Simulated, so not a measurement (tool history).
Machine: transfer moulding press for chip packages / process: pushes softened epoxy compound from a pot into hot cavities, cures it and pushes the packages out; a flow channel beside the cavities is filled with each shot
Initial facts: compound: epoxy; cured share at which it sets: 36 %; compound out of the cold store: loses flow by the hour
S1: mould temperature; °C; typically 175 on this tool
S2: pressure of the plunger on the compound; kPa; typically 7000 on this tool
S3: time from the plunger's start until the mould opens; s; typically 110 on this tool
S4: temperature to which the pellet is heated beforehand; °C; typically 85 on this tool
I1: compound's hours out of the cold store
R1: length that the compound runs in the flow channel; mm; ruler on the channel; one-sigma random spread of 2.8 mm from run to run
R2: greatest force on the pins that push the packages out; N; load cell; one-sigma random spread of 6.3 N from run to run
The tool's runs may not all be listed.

run   hour   S1    S2   S3  S4    I1   R1   R2
  1    0.0  175  7000  110  85  33.9  849  447
  2    6.8  175  7000  110  85   8.3  985  482
  3   17.7  175  7000  110  85  17.5  934  492
  4   30.4  175  7000  110  85  47.3  777  505
      42.9  -- cavities cleaned with cleaning compound and waxed
  5   45.9  175  7000  110  85  14.5  940  624
  6   56.0  175  7000  138  85  31.5  847  517
  7   64.5  175  7030  138  85  20.5  908  534
  8   71.0  175  7030  138  85  35.8  832  536
      77.9  -- cavities cleaned with cleaning compound and waxed, once more
  9   80.2  175  7030  138  85  13.8  943  372
 10   91.3  175  7030  138  85  46.2  780  396
 11   99.9  175  7030  138  85  15.2  935  415
 12  113.3  175  7030  138  85  23.6  885  438
     127.5  -- cavities cleaned with cleaning compound and waxed
 13  128.0  175  7000  110  85  18.6  910  428
 14  135.2  175  7000   95  85  34.3  824  566
 15  144.9  175  7000  148  85  15.8  928  393
 16  155.8  175  5560  110  85  21.3  795  494
 17  162.0  175  7580  110  86  22.8  919  506
 18  174.2  169  6090  131  86  23.2  831  549
     177.6  -- cavities cleaned with cleaning compound and waxed
 19  181.5  169  6880  131  90   8.4  960  466
 20  188.7  175  7000  110  85  26.0  859  450
 21  202.0  172  7000  120  85  10.9  944  514
 22  214.2  172  7000  120  85  10.6  950  542
 23  220.2  172  7000  120  85  28.1  852  533
     227.2  -- cavities cleaned with cleaning compound and waxed
 24  234.2  171  7000  129  85  11.3  940  448
 25  244.5  171  8590  136  79  23.2  971  431
 26  257.8  175  7000  134  85  31.4  825  435
 27  264.7  179  8320  119  90  46.5  815  437
 28  274.8  183  7000  110  85  27.2  831  464

3 options for the next run, each taken on its own from the tool as it stands now. Forecast them:
     277.2  -- cavities cleaned with cleaning compound and waxed
  A  285.1  183  5500  110  85  27.2   ?   ?
     277.2  -- cavities cleaned with cleaning compound and waxed
  B  285.1  183  7000  110  82  36.1   ?   ?
     277.2  -- cavities cleaned with cleaning compound and waxed
  C  285.1  175  7270  107  85  30.1   ?   ?

run   R1   R2
  A  735  377
  B  789  373
  C  842  456
Take away the tool's hidden state, keep each run's random variation, and the runs would have read:
run   R1   R2
  A  773  357
  B  829  353
  C  885  434

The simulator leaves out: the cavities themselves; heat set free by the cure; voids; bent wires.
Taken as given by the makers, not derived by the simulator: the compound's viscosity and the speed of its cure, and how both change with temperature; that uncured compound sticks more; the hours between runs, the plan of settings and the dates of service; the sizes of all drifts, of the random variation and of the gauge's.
